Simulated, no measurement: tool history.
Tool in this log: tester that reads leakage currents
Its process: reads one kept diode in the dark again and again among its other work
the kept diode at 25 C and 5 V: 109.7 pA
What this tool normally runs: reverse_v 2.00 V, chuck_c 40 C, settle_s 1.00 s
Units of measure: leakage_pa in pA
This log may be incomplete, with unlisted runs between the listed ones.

run	day	reverse_v	chuck_c	settle_s	leakage_pa
1	0.000	2.00	40	1.00	250.55
2	1.600	6.02	40	1.00	369.80
3	3.329	6.02	40	1.00	371.50
4	5.692	2.00	40	1.00	256.55
5	7.162	2.00	40	1.00	257.23
6	9.112	2.00	40	1.00	257.24
7	10.567	2.00	40	1.00	260.01
8	12.554	2.00	40	1.00	262.28
9	14.667	2.00	40	1.00	262.42
10	16.108	2.00	40	2.80	263.98
11	18.042	2.00	40	2.80	265.59
12	19.983	2.00	40	2.80	266.76
13	22.546	2.00	40	2.80	268.02
14	24.758	2.00	40	2.80	271.88
15	26.079	2.00	40	1.00	271.73
16	27.183	2.00	40	1.00	272.44
17	28.671	2.87	40	1.00	309.01
18	30.375	2.00	40	1.00	274.94
19	32.612	2.00	40	1.00	278.15
20	34.454	2.00	40	1.00	277.70
# day 35.858: chuck's temperature calibrated
21	36.542	2.00	40	1.00	244.31
22	38.208	1.56	40	0.34	227.91
23	39.654	5.48	43	0.51	432.88
# day 40.262: tester calibrated
24	42.292	5.48	43	0.51	428.32
25	44.025	1.95	33	1.00	149.00
26	45.062	1.24	52	0.48	470.38
27	47.438	1.24	39	0.48	198.08
28	49.704	2.00	40	1.57	252.50
29	52.092	2.00	26	1.01	92.14
30	54.408	1.19	24	1.08	66.33
31	56.875	2.16	24	5.35	81.97
32	59.383	1.22	35	1.00	153.74
33	61.412	1.22	31	5.31	115.86
34	63.646	4.45	46	5.31	516.59
35	65.762	2.00	29	0.31	122.16
36	67.721	2.00	40	5.35	264.73
37	70.283	2.00	40	5.35	267.63
38	72.521	2.00	40	5.35	267.47
39	73.579	2.00	40	5.35	269.16
40	74.879	2.00	33	5.35	165.41
41	77.158	6.33	40	0.73	409.15

What if the next run were any one of these 3? Each begins from the tool's condition after run 41:
# day 79.008: chuck's temperature calibrated
A	79.396	9.85	24	1.00	?
# day 79.008: chuck's temperature calibrated
B	79.396	2.00	33	0.63	?
# day 79.008: chuck's temperature calibrated
C	79.396	2.00	40	0.74	?

run	leakage_pa
A	138.16
B	147.19
C	241.25
Had the tool no hidden state, the same runs would have come out as:
run	leakage_pa
A	130.83
B	147.44
C	242.69
